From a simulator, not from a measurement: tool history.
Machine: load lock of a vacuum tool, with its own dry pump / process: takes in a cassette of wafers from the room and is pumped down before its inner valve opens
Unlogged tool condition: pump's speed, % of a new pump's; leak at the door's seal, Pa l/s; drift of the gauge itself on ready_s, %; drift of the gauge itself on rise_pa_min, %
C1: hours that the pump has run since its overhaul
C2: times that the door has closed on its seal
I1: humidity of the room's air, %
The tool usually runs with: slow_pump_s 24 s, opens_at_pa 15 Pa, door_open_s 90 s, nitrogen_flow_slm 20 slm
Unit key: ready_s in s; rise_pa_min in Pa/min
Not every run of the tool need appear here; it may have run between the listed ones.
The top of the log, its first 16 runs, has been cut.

run 17 day=126.533 | slow_pump_s=24 opens_at_pa=15 door_open_s=90 nitrogen_flow_slm=20 | C1=5646 C2=32688 | I1=43 | ready_s=35.1 rise_pa_min=0.11
run 18 day=133.75 | slow_pump_s=24 opens_at_pa=15 door_open_s=90 nitrogen_flow_slm=20 | C1=5819 C2=33493 | I1=48.3 | ready_s=34.9 rise_pa_min=0.113
run 19 day=141.929 | slow_pump_s=24 opens_at_pa=15 door_open_s=90 nitrogen_flow_slm=20 | C1=6015 C2=34406 | I1=46.9 | ready_s=34.8 rise_pa_min=0.113
run 20 day=151.129 | slow_pump_s=24 opens_at_pa=15 door_open_s=156 nitrogen_flow_slm=11 | C1=6236 C2=35432 | I1=45.2 | ready_s=34.9 rise_pa_min=0.156
run 21 day=159.571 | slow_pump_s=24 opens_at_pa=15 door_open_s=156 nitrogen_flow_slm=11 | C1=6439 C2=36374 | I1=47.1 | ready_s=35 rise_pa_min=0.154
run 22 day=167.246 | slow_pump_s=24 opens_at_pa=15 door_open_s=156 nitrogen_flow_slm=11 | C1=6623 C2=37230 | I1=46.1 | ready_s=35.2 rise_pa_min=0.163
run 23 day=172.683 | slow_pump_s=15 opens_at_pa=12 door_open_s=54 nitrogen_flow_slm=20 | C1=6753 C2=37837 | I1=46.4 | ready_s=28.7 rise_pa_min=0.109
run 24 day=180.629 | slow_pump_s=15 opens_at_pa=18 door_open_s=54 nitrogen_flow_slm=20 | C1=6944 C2=38724 | I1=41.8 | ready_s=28 rise_pa_min=0.11
run 25 day=186.4 | slow_pump_s=36 opens_at_pa=16 door_open_s=90 nitrogen_flow_slm=20 | C1=7083 C2=39368 | I1=47.4 | ready_s=46.2 rise_pa_min=0.133
run 26 day=196.138 | slow_pump_s=17 opens_at_pa=14 door_open_s=90 nitrogen_flow_slm=20 | C1=7316 C2=40454 | I1=44.5 | ready_s=29.8 rise_pa_min=0.125
run 27 day=202.121 | slow_pump_s=38 opens_at_pa=24 door_open_s=123 nitrogen_flow_slm=25 | C1=7460 C2=41122 | I1=46.9 | ready_s=45.9 rise_pa_min=0.15
run 28 day=207.992 | slow_pump_s=38 opens_at_pa=24 door_open_s=123 nitrogen_flow_slm=25 | C1=7601 C2=41777 | I1=42.9 | ready_s=47 rise_pa_min=0.136
run 29 day=218.588 | slow_pump_s=38 opens_at_pa=24 door_open_s=123 nitrogen_flow_slm=25 | C1=7855 C2=42959 | I1=51.2 | ready_s=47.8 rise_pa_min=0.155
run 30 day=224.329 | slow_pump_s=37 opens_at_pa=24 door_open_s=123 nitrogen_flow_slm=4 | C1=7993 C2=43600 | I1=46.9 | ready_s=45.6 rise_pa_min=0.184
run 31 day=230.788 | slow_pump_s=37 opens_at_pa=24 door_open_s=123 nitrogen_flow_slm=4 | C1=8148 C2=44320 | I1=42.6 | ready_s=45.2 rise_pa_min=0.173
run 32 day=241.3 | slow_pump_s=17 opens_at_pa=25 door_open_s=134 nitrogen_flow_slm=6 | C1=8400 C2=45493 | I1=44.2 | ready_s=29.1 rise_pa_min=0.178
run 33 day=248.729 | slow_pump_s=35 opens_at_pa=29 door_open_s=90 nitrogen_flow_slm=20 | C1=8579 C2=46322 | I1=41.9 | ready_s=42.9 rise_pa_min=0.148

What will run 34 give?
run 34 day=253.188 | slow_pump_s=35 opens_at_pa=29 door_open_s=90 nitrogen_flow_slm=20 | C1=8686 C2=46820 | I1=42.8 | ready_s=? rise_pa_min=?

{"run 34": {"ready_s": 43.8, "rise_pa_min": 0.146}}
Had the tool carried no hidden state, the very same run would have given ready_s 42.6 s, rise_pa_min 0.053 Pa/min.
